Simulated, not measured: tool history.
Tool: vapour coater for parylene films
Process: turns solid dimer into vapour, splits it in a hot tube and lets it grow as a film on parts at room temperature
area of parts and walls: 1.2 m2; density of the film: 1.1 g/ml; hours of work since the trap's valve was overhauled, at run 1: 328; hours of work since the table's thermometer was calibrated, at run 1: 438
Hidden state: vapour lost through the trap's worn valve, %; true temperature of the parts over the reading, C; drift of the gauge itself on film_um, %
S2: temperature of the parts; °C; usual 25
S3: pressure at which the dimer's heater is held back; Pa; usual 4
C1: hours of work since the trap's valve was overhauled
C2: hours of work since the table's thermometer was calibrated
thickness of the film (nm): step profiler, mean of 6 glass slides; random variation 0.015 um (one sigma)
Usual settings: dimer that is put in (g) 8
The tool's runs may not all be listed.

{"run": 1, "hour": 0.0, "dimer that is put in (g)": 8, "S2": 25, "S3": 4, "C1": 328, "C2": 438, "thickness of the film (nm)": 2880}
{"run": 2, "hour": 35.8, "dimer that is put in (g)": 8, "S2": 25, "S3": 2.03, "C1": 344, "C2": 454, "thickness of the film (nm)": 3180}
{"run": 3, "hour": 58.6, "dimer that is put in (g)": 8, "S2": 25, "S3": 2.03, "C1": 355, "C2": 465, "thickness of the film (nm)": 3210}
{"run": 4, "hour": 81.3, "dimer that is put in (g)": 8, "S2": 25, "S3": 2.03, "C1": 365, "C2": 475, "thickness of the film (nm)": 3190}
{"run": 5, "hour": 99.0, "dimer that is put in (g)": 8, "S2": 25, "S3": 2.03, "C1": 373, "C2": 483, "thickness of the film (nm)": 3190}
{"run": 6, "hour": 118.8, "dimer that is put in (g)": 8, "S2": 25, "S3": 4, "C1": 382, "C2": 492, "thickness of the film (nm)": 2880}
{"run": 7, "hour": 150.9, "dimer that is put in (g)": 8, "S2": 25, "S3": 4, "C1": 396, "C2": 506, "thickness of the film (nm)": 2880}
{"run": 8, "hour": 175.5, "dimer that is put in (g)": 8, "S2": 23, "S3": 2.44, "C1": 407, "C2": 517, "thickness of the film (nm)": 3370}
{"run": 9, "hour": 192.7, "dimer that is put in (g)": 8, "S2": 23, "S3": 2.44, "C1": 415, "C2": 525, "thickness of the film (nm)": 3320}
{"run": 10, "hour": 220.0, "dimer that is put in (g)": 8, "S2": 21, "S3": 2.83, "C1": 427, "C2": 537, "thickness of the film (nm)": 3560}
{"hour": 226.9, "done": "trap's valve overhauled"}
{"run": 11, "hour": 249.1, "dimer that is put in (g)": 8, "S2": 21, "S3": 2.83, "C1": 10, "C2": 548, "thickness of the film (nm)": 3570}
{"run": 12, "hour": 264.8, "dimer that is put in (g)": 6, "S2": 28, "S3": 4, "C1": 17, "C2": 555, "thickness of the film (nm)": 1960}
{"run": 13, "hour": 297.9, "dimer that is put in (g)": 6, "S2": 28, "S3": 4, "C1": 32, "C2": 570, "thickness of the film (nm)": 1930}
{"run": 14, "hour": 333.5, "dimer that is put in (g)": 6, "S2": 27, "S3": 3.06, "C1": 48, "C2": 586, "thickness of the film (nm)": 2080}

3 ways to go on from here, each from the tool as it stands after run 14. What would each give?
{"run": "A", "hour": 367.7, "dimer that is put in (g)": 6, "S2": 27, "S3": 8.55, "C1": 63, "C2": 602, "thickness of the film (nm)": "?"}
{"run": "B", "hour": 367.7, "dimer that is put in (g)": 8, "S2": 25, "S3": 5.85, "C1": 63, "C2": 602, "thickness of the film (nm)": "?"}
{"run": "C", "hour": 367.7, "dimer that is put in (g)": 10, "S2": 19, "S3": 3.09, "C1": 63, "C2": 602, "thickness of the film (nm)": "?"}

run=A thickness_of_the_film_(nm)=1800
run=B thickness_of_the_film_(nm)=2730
run=C thickness_of_the_film_(nm)=4770
Without the tool's hidden state the same runs would have given:
run=A thickness_of_the_film_(nm)=1800
run=B thickness_of_the_film_(nm)=2730
run=C thickness_of_the_film_(nm)=4770
